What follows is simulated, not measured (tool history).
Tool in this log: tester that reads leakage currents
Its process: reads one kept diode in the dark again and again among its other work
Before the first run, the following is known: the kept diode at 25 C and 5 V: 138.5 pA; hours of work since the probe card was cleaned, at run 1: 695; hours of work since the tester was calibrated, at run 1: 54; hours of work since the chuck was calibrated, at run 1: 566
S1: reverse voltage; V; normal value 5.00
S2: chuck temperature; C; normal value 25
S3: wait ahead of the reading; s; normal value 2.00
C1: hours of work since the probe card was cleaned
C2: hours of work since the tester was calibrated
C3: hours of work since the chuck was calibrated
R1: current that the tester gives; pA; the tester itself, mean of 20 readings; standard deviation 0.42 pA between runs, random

Run 1, day 0.000: usual settings; C1 695; C2 54; C3 566. Result: R1 139.19 pA.
Run 2, day 1.154: usual settings but S1 1.38 V; C1 712; C2 71; C3 583. Result: R1 92.44 pA.
Run 3, day 2.167: usual settings but S1 1.38 V; C1 727; C2 86; C3 597. Result: R1 92.27 pA.
Run 4, day 2.875: usual settings but S1 1.38 V; C1 737; C2 96; C3 608. Result: R1 92.32 pA.
Run 5, day 4.333: usual settings but S1 1.38 V; C1 758; C2 117; C3 629. Result: R1 92.54 pA.
Run 6, day 5.012: usual settings but S1 1.38 V, S3 0.37 s; C1 768; C2 127; C3 638. Result: R1 92.94 pA.
Run 7, day 6.304: usual settings; C1 787; C2 145; C3 657. Result: R1 138.66 pA.
Run 8, day 7.821: usual settings; C1 809; C2 167; C3 679. Result: R1 138.94 pA.
Run 9, day 8.933: usual settings; C1 825; C2 183; C3 695. Result: R1 138.65 pA.
Run 10, day 10.250: usual settings but S3 2.24 s; C1 844; C2 202; C3 714. Result: R1 138.89 pA.
Run 11, day 11.367: usual settings but S3 2.24 s; C1 860; C2 219; C3 730. Result: R1 138.94 pA.
Run 12, day 12.238: usual settings; C1 872; C2 231; C3 743. Result: R1 138.82 pA.
Run 13, day 13.300: usual settings; C1 888; C2 247; C3 758. Result: R1 138.20 pA.
Run 14, day 14.333: usual settings; C1 903; C2 261; C3 773. Result: R1 139.04 pA.
Run 15, day 15.867: usual settings; C1 925; C2 284; C3 795. Result: R1 138.36 pA.
Run 16, day 16.850: usual settings but S3 0.63 s; C1 939; C2 298; C3 810. Result: R1 139.02 pA.
Run 17, day 18.367: usual settings but S1 3.02 V; C1 961; C2 320; C3 832. Result: R1 118.16 pA.
Run 18, day 19.896: usual settings; C1 983; C2 342; C3 854. Result: R1 137.96 pA.
Run 19, day 20.708: usual settings but S1 1.29 V; C1 995; C2 354; C3 866. Result: R1 90.16 pA.
Run 20, day 21.875: usual settings but S1 1.29 V; C1 1012; C2 371; C3 882. Result: R1 90.49 pA.
Run 21, day 23.125: usual settings but S1 1.29 V, S3 0.96 s; C1 1030; C2 389; C3 900. Result: R1 90.78 pA.
Run 22, day 23.829: usual settings but S1 6.79 V, S3 0.79 s; C1 1040; C2 399; C3 911. Result: R1 153.70 pA.
Run 23, day 24.596: usual settings but S1 6.79 V, S3 0.79 s; C1 1051; C2 410; C3 922. Result: R1 153.56 pA.
Run 24, day 25.708: usual settings but S1 4.94 V, S2 46 C; C1 1067; C2 426; C3 938. Result: R1 730.87 pA.
Run 25, day 27.004: usual settings but S1 3.23 V, S2 46 C; C1 1086; C2 445; C3 957. Result: R1 640.54 pA.
Run 26, day 28.046: usual settings but S1 3.23 V, S2 41 C; C1 1101; C2 460; C3 972. Result: R1 439.52 pA.
Run 27, day 29.262: usual settings but S1 3.23 V, S2 41 C; C1 1119; C2 477; C3 989. Result: R1 441.96 pA.
Run 28, day 30.608: usual settings but S1 1.47 V, S3 1.10 s; C1 1138; C2 497; C3 1009. Result: R1 94.41 pA.
Run 29, day 31.238: usual settings but S1 7.56 V, S2 59 C; C1 1147; C2 506; C3 1018. Result: R1 2116.63 pA.
Run 30, day 32.262: usual settings but S1 7.56 V, S2 59 C; C1 1162; C2 521; C3 1033. Result: R1 2124.97 pA.
Run 31, day 33.321: usual settings but S1 8.51 V, S2 35 C, S3 3.94 s; C1 1177; C2 536; C3 1048. Result: R1 372.80 pA.
Run 32, day 34.617: usual settings but S2 28 C, S3 0.45 s; C1 1196; C2 555; C3 1067. Result: R1 179.80 pA.
Run 33, day 35.592: usual settings but S2 28 C, S3 0.45 s; C1 1210; C2 569; C3 1081. Result: R1 178.66 pA.
Run 34, day 36.825: usual settings but S1 4.81 V, S2 32 C, S3 0.45 s; C1 1228; C2 587; C3 1099. Result: R1 246.68 pA.
Run 35, day 37.492: usual settings but S2 49 C, S3 0.91 s; C1 1238; C2 596; C3 1108. Result: R1 917.92 pA.
Run 36, day 39.029: usual settings but S2 49 C, S3 1.62 s; C1 1260; C2 619; C3 1131. Result: R1 915.04 pA.
Run 37, day 40.333: usual settings but S1 12.15 V, S2 23 C, S3 3.21 s; C1 1279; C2 638; C3 1149. Result: R1 155.14 pA.
Run 38, day 41.838: usual settings but S1 12.15 V, S2 23 C, S3 3.21 s; C1 1301; C2 659; C3 1171. Result: R1 155.23 pA.
Run 39, day 42.967: usual settings but S1 12.15 V, S2 23 C, S3 3.21 s; C1 1317; C2 676; C3 1187. Result: R1 153.75 pA.
Run 40, day 44.067: usual settings but S1 10.54 V, S2 23 C, S3 0.45 s; C1 1333; C2 692; C3 1203. Result: R1 150.41 pA.

Below are 3 alternative next runs, each starting from the tool's condition after run 40. Predict each:
Run A, day 45.125: usual settings but S1 10.54 V, S2 23 C, S3 1.13 s; C1 1348; C2 707; C3 1219. Result: R1 ?.
Run B, day 45.125: usual settings but S1 12.29 V, S3 0.31 s; C1 1348; C2 707; C3 1219. Result: R1 ?.
Run C, day 45.125: usual settings but S2 27 C; C1 1348; C2 707; C3 1219. Result: R1 ?.

run      R1
  A  149.13
  B  187.15
  C  164.16
With no hidden state in the tool, these same runs would have given:
run      R1
  A  149.15
  B  187.19
  C  164.34

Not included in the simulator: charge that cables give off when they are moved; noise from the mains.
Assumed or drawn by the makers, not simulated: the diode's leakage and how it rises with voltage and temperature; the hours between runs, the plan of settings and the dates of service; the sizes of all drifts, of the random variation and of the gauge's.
